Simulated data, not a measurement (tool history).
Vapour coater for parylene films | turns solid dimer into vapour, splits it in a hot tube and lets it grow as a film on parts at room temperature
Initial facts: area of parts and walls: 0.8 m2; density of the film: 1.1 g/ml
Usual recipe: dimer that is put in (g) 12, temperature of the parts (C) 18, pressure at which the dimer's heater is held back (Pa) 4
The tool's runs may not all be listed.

run	hour	dimer that is put in (g)	temperature of the parts (C)	pressure at which the dimer's heater is held back (Pa)	thickness of the film (um)
1	0	12	18	4	8.64
2	23.4	12	18	4	8.66
3	52.7	12	13	4	10.97
4	79.9	12	13	2.65	12.09
5	106.6	12	24	4	6.28
6	131.3	12	24	4	6.25
7	161.4	12	27	4	5.33
8	182.5	12	27	4	5.34
9	200.1	12	27	4	5.34
# hour 219.9: trap's valve overhauled
10	220.3	12	27	4	6.03
11	247.5	12	18	4	9.08
12	275.3	12	18	4	9.07
13	302.8	21	18	4	15.88
14	315.9	21	18	4	15.86
15	337.2	21	18	4	15.8
16	357.3	21	18	4	15.67
17	382.8	6	26	4	2.97
18	397.7	6	26	4	3.02
19	428.3	6	26	7.35	2.56
20	458	12	26	6.47	5.21
21	484.3	21	26	2.81	11.16
22	504.2	9	16	5.6	6.58
23	525.9	6	20	10.74	3.06
24	548.7	6	18	6.43	3.79
25	567	6	18	6.43	3.79
26	595.9	12	11	6.99	10.36
27	626.6	7	19	4.86	4.41
28	647.2	12	18	5.96	7.58
# hour 654.3: trap's valve overhauled
29	670	6	19	5.96	3.99
30	695.2	18	20	6.12	11.3
31	711.7	12	24	3.08	7.33
32	743.1	16	12	3.06	17.37

Selected run-to-run steps in thickness of the film (um), each split into two signed amounts: the part the tool would show with no hidden state at all (from settings, incoming material and random variation), and the remainder, which goes to the hidden state together with any gauge scatter not common to the measured and the hidden-state-free results:
Hidden conditions of the tool in this case: vapour lost through the trap's worn valve, %; true temperature of the parts over the reading, C; drift of the gauge itself on film_um, %.
Run 9 -> 10: trap's valve overhauled. thickness of the film (um) +0.69: hidden state +0.64, all else +0.05.
Run 16 -> 17: dimer that is put in (g) 21 -> 6, temperature of the parts (C) 18 -> 26. thickness of the film (um) -12.7: hidden state +0.27, all else -12.97.
Run 25 -> 26: dimer that is put in (g) 6 -> 12, temperature of the parts (C) 18 -> 11, pressure at which the dimer's heater is held back (Pa) 6.43 -> 6.99. thickness of the film (um) +6.57: hidden state -0.61, all else +7.18.
Run 28 -> 29: dimer that is put in (g) 12 -> 6, temperature of the parts (C) 18 -> 19, trap's valve overhauled. thickness of the film (um) -3.59: hidden state +0.82, all else -4.41.
Run 29 -> 30: dimer that is put in (g) 6 -> 18, temperature of the parts (C) 19 -> 20, pressure at which the dimer's heater is held back (Pa) 5.96 -> 6.12. thickness of the film (um) +7.31: hidden state +0.01, all else +7.3.
Run 31 -> 32: dimer that is put in (g) 12 -> 16, temperature of the parts (C) 24 -> 12, pressure at which the dimer's heater is held back (Pa) 3.08 -> 3.06. thickness of the film (um) +10.04: hidden state -0.11, all else +10.15.
